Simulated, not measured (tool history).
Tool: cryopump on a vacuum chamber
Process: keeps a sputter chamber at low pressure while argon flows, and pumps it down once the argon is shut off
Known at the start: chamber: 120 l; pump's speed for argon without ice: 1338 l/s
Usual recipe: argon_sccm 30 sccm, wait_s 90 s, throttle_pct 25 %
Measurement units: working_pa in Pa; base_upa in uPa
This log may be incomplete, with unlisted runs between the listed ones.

run   hour  argon_sccm  wait_s  throttle_pct  working_pa  base_upa
  1      0          30      90            25      0.1524       1.4
  2   19.4          30      90            25       0.152       1.4
  3   32.5          30      90            25      0.1522      1.39
  4   47.8          30      34            25      0.1531      2.33
  5     69          30      42            25       0.153      2.13
  6   92.6          14      90            25      0.0719      1.46
  7  113.7          14      90            17      0.1049      1.42
  8  130.9          14      90            17      0.1049      1.46
  9  152.3          14      90            17      0.1049      1.53
 10  169.9          14      90            17      0.1046      1.49
 11  187.2          30      90            25      0.1536      1.54
 12  206.2          30      90            20      0.1901      1.53
 13    228          30      90            20      0.1905      1.53
 14  244.1          30      90            20      0.1915      1.52
 15    257          30      90            20      0.1916      1.55
 16  266.6          30      90            37      0.1051      1.57
 17  286.1          30      90            25      0.1531      1.56
 18  307.9          30      90            48      0.0817      1.56
 19  319.1          15      90            20      0.0953      1.59
 20  331.9          13     212            28        0.06      1.28
 21  350.1          22     158            32      0.0892      1.37
 22    371          22     158            32      0.0884      1.42
 23  392.2          31     158            32      0.1251       1.4
 24  406.3          31     150            59       0.071      1.44
 25  426.7          17      90            43      0.0519      1.63
 26  436.3          17     212            43      0.0514      1.41
 27  446.8          15      94            38      0.0516      1.68
 28  463.2          15      94            38      0.0516      1.73
 29  477.7          34      27            24      0.1804      3.09
 30  495.8          30      56            24      0.1608      2.11
 31  508.3          30      56            24      0.1603      2.09
 32  521.3          30      56            24      0.1611      2.08
 33  539.8          16      77            25       0.082      1.84
 34  552.8          19      77            32      0.0776      1.85

3 options for the next run, each taken on its own from the tool as it stands now. Forecast them:
  A  568.3          36      90            25           ?         ?
  B  568.3          30      90            47           ?         ?
  C  568.3          31      90            25           ?         ?

run  working_pa  base_upa
  A      0.1857      1.77
  B       0.085      1.73
  C      0.1593      1.77
With the hidden condition removed and each run's random variation left untouched, the same runs would have given:
run  working_pa  base_upa
  A      0.1818      0.79
  B      0.0817      0.77
  C      0.1559      0.78
